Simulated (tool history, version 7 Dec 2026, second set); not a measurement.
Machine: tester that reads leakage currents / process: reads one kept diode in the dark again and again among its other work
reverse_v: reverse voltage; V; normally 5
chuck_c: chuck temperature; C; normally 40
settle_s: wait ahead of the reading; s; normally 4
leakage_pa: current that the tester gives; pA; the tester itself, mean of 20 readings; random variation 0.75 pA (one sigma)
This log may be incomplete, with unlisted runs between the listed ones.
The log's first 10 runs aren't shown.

{"run": 11, "hour": 1481.3, "reverse_v": 5, "chuck_c": 29, "settle_s": 4, "leakage_pa": 115.56}
{"hour": 1578.8, "done": "chuck's temperature calibrated"}
{"run": 12, "hour": 1624.9, "reverse_v": 5, "chuck_c": 40, "settle_s": 4, "leakage_pa": 250.57}
{"run": 13, "hour": 1825.6, "reverse_v": 5, "chuck_c": 40, "settle_s": 4, "leakage_pa": 254.14}
{"run": 14, "hour": 2006.1, "reverse_v": 5, "chuck_c": 40, "settle_s": 4, "leakage_pa": 256.57}
{"run": 15, "hour": 2187.9, "reverse_v": 5, "chuck_c": 40, "settle_s": 4, "leakage_pa": 260.5}
{"hour": 2207.5, "done": "tester calibrated"}
{"run": 16, "hour": 2360.8, "reverse_v": 5, "chuck_c": 59, "settle_s": 4, "leakage_pa": 1273.97}
{"run": 17, "hour": 2569.3, "reverse_v": 5, "chuck_c": 59, "settle_s": 4, "leakage_pa": 1289.81}
{"run": 18, "hour": 2675.7, "reverse_v": 1.12, "chuck_c": 40, "settle_s": 1.43, "leakage_pa": 118.5}
{"run": 19, "hour": 2896.2, "reverse_v": 11.93, "chuck_c": 39, "settle_s": 5.56, "leakage_pa": 415.2}
{"run": 20, "hour": 3035.4, "reverse_v": 1.16, "chuck_c": 40, "settle_s": 1.3, "leakage_pa": 123.87}
{"run": 21, "hour": 3263.3, "reverse_v": 2.3, "chuck_c": 35, "settle_s": 0.4, "leakage_pa": 120.42}
{"run": 22, "hour": 3435.4, "reverse_v": 19.67, "chuck_c": 29, "settle_s": 0.4, "leakage_pa": 256.22}
{"hour": 3455.4, "done": "probe card cleaned and baked"}
{"run": 23, "hour": 3542.5, "reverse_v": 19.67, "chuck_c": 29, "settle_s": 1.1, "leakage_pa": 231.43}
{"run": 24, "hour": 3671.3, "reverse_v": 5, "chuck_c": 38, "settle_s": 5.07, "leakage_pa": 242.79}
{"run": 25, "hour": 3815.3, "reverse_v": 2.96, "chuck_c": 31, "settle_s": 0.34, "leakage_pa": 99.88}
{"run": 26, "hour": 3972.8, "reverse_v": 4, "chuck_c": 31, "settle_s": 2.99, "leakage_pa": 116.39}
{"run": 27, "hour": 4115.3, "reverse_v": 4, "chuck_c": 31, "settle_s": 2.99, "leakage_pa": 118.41}
{"run": 28, "hour": 4278.4, "reverse_v": 10.58, "chuck_c": 31, "settle_s": 0.78, "leakage_pa": 207.66}
{"run": 29, "hour": 4467.4, "reverse_v": 10.8, "chuck_c": 30, "settle_s": 4, "leakage_pa": 192.37}
{"hour": 4579.2, "done": "chuck's temperature calibrated"}
{"run": 30, "hour": 4670.2, "reverse_v": 4.03, "chuck_c": 30, "settle_s": 4, "leakage_pa": 89.44}
{"run": 31, "hour": 4881.7, "reverse_v": 4.03, "chuck_c": 30, "settle_s": 4, "leakage_pa": 91.04}
{"run": 32, "hour": 5048.3, "reverse_v": 7.29, "chuck_c": 40, "settle_s": 4, "leakage_pa": 314.63}
{"run": 33, "hour": 5194.4, "reverse_v": 4.56, "chuck_c": 35, "settle_s": 0.32, "leakage_pa": 160.25}
{"run": 34, "hour": 5309.4, "reverse_v": 1.39, "chuck_c": 40, "settle_s": 4, "leakage_pa": 127.23}

Alternative continuations, all from the tool just after run 34; predict every row:
{"run": "A", "hour": 5537.1, "reverse_v": 2.72, "chuck_c": 40, "settle_s": 0.67, "leakage_pa": "?"}
{"run": "B", "hour": 5537.1, "reverse_v": 5, "chuck_c": 32, "settle_s": 2.31, "leakage_pa": "?"}
{"run": "C", "hour": 5537.1, "reverse_v": 1.39, "chuck_c": 45, "settle_s": 4, "leakage_pa": "?"}

run=A leakage_pa=189.45
run=B leakage_pa=129.87
run=C leakage_pa=200.99
With the hidden condition removed and each run's random variation left untouched, the same runs would have given:
run=A leakage_pa=179.27
run=B leakage_pa=121.54
run=C leakage_pa=190.94
